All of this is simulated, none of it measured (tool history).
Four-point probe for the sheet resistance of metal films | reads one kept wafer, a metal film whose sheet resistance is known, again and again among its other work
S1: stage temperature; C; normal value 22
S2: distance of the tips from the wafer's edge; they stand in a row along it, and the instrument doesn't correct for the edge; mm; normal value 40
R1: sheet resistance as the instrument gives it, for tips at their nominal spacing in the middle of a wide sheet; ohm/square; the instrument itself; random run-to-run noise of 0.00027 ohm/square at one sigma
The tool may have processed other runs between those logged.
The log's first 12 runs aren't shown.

run,hour,S1,S2,R1
13,488.0,24,40,1.335963
14,515.6,24,40,1.336867
15,560.7,24,40,1.336543
16,604.5,24,40,1.335762
17,633.3,24,40,1.336118
# hour 638.2: stage's thermometer calibrated
18,681.7,24,40,1.335881
19,723.0,20,15,1.342160
20,759.2,22,7,1.341839
21,783.0,32,9,1.325415
22,830.3,32,9,1.325236
23,857.8,32,47,1.323129
24,907.1,20,58,1.341200
25,955.7,20,34,1.340929
# hour 985.0: stage's thermometer calibrated, once more
26,991.9,29,10,1.327768
27,1017.8,18,8,1.344236
28,1044.5,21,8,1.339764
29,1092.3,21,8,1.339158
30,1133.3,20,41,1.337920
31,1164.3,20,41,1.337487
32,1202.3,22,40,1.334074
33,1233.4,26,9,1.330715
34,1283.4,29,57,1.324408

Below are 3 alternative next runs, each starting from the tool's condition after run 34. Predict each:
A,1336.0,29,5,?
B,1336.0,24,5,?
C,1336.0,33,62,?

run,R1
A,1.330350
B,1.337898
C,1.317501
What these runs would have given with no unlogged condition in the tool:
run,R1
A,1.347949
B,1.355592
C,1.334942
